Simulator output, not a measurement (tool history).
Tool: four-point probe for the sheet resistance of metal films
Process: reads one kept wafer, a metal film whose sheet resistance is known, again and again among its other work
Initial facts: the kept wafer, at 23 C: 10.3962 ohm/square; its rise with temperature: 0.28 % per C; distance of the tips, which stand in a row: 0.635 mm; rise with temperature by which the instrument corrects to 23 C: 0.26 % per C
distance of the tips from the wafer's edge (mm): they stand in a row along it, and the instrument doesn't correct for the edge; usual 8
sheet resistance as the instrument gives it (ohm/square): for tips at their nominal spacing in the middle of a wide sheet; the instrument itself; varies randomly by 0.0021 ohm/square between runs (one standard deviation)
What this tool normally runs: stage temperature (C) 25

| run | day | stage temperature (C) | distance of the tips from the wafer's edge (mm) | sheet resistance as the instrument gives it (ohm/square) |
|---|---|---|---|---|
| 1 | 0 | 25 | 8 | 10.41436 |
| 2 | 2.542 | 25 | 8 | 10.410784 |
| 3 | 3.988 | 25 | 8 | 10.41396 |
| 4 | 7.046 | 25 | 52 | 10.379876 |
| 5 | 10.092 | 25 | 52 | 10.376686 |
| 6 | 13.396 | 25 | 39 | 10.37844 |
| 7 | 16.679 | 25 | 48 | 10.373596 |
| 8 | 19.1 | 25 | 19 | 10.381635 |
| 9 | 21.35 | 21 | 5 | 10.452321 |
| 10 | 24.233 | 20 | 42 | 10.364679 |
| 11 | 26.488 | 19 | 7 | 10.401449 |
| 12 | 28.654 | 21 | 40 | 10.364816 |
| 13 | 31.075 | 33 | 22 | 10.394817 |
| 14 | 34.358 | 33 | 22 | 10.393465 |

How would selected steps in sheet resistance as the instrument gives it (ohm/square) from run to run divide? Give the signed amount a tool lacking its hidden state would still show from settings, what came in and random variation, and the signed amount left for the hidden state, including any gauge scatter that is not in both of the compared results.
The hidden state here: inner tips' distance over the nominal, %; tips' flats over new ones', %; wafer's true temperature over the reading, C; drift of the gauge itself on sheet_ohm, %.
Run 8 -> 9: stage temperature (C) 25 -> 21, distance of the tips from the wafer's edge (mm) 19 -> 5. sheet resistance as the instrument gives it (ohm/square) +0.070686: hidden state -0.00092, all else +0.071606.
Run 9 -> 10: stage temperature (C) 21 -> 20, distance of the tips from the wafer's edge (mm) 5 -> 42. sheet resistance as the instrument gives it (ohm/square) -0.087642: hidden state -0.000571, all else -0.087071.

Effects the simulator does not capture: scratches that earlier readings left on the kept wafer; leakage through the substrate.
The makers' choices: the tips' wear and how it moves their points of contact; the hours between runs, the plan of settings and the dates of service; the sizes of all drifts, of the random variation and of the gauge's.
